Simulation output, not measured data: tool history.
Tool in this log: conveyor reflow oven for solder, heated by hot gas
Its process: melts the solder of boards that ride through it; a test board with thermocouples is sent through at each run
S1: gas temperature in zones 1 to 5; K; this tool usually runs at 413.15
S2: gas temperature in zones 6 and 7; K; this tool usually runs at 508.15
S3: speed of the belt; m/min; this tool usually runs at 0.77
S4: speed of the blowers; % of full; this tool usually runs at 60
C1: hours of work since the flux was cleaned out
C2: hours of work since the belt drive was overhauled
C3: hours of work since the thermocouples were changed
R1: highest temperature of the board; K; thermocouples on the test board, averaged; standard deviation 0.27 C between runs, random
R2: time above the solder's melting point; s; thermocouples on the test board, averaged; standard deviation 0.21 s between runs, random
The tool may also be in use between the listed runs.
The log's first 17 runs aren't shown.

run 18 hour=677.2 | S1=404.15 S2=514.15 S3=0.881 S4=58 | C1=205 C2=700 C3=455 | R1=483.35 R2=33.2
run 19 hour=711.8 | S1=404.15 S2=514.15 S3=0.881 S4=58 | C1=220 C2=715 C3=470 | R1=482.95 R2=33.5
run 20 hour=750.1 | S1=399.15 S2=508.15 S3=0.77 S4=61 | C1=237 C2=732 C3=487 | R1=483.65 R2=38.6
run 21 hour=789.4 | S1=409.15 S2=510.15 S3=0.878 S4=82 | C1=254 C2=749 C3=504 | R1=488.25 R2=39.1
run 22 hour=813.2 | S1=409.15 S2=510.15 S3=0.878 S4=82 | C1=265 C2=760 C3=514 | R1=487.65 R2=38.8
run 23 hour=854 | S1=408.15 S2=508.15 S3=0.77 S4=55 | C1=282 C2=777 C3=532 | R1=482.65 R2=40.2
run 24 hour=897.2 | S1=401.15 S2=507.15 S3=0.727 S4=60 | C1=301 C2=796 C3=551 | R1=484.65 R2=42
-- hour=914.4 flux residue cleaned out of gas plates and filters
run 25 hour=953.7 | S1=401.15 S2=507.15 S3=0.727 S4=60 | C1=17 C2=819 C3=574 | R1=486.65 R2=44.1
run 26 hour=999.8 | S1=413.15 S2=509.15 S3=0.77 S4=60 | C1=37 C2=839 C3=594 | R1=488.35 R2=46

Run 27 has not been measured yet. What should we expect?
run 27 hour=1041.3 | S1=410.15 S2=509.15 S3=0.876 S4=51 | C1=55 C2=857 C3=612 | R1=? R2=?

For run 27 the tool returned R1 478.95 K, R2 31.9 s.
If the tool had no hidden condition, the same run with the same run-to-run variation would have returned R1 480.25 K, R2 32.6 s.
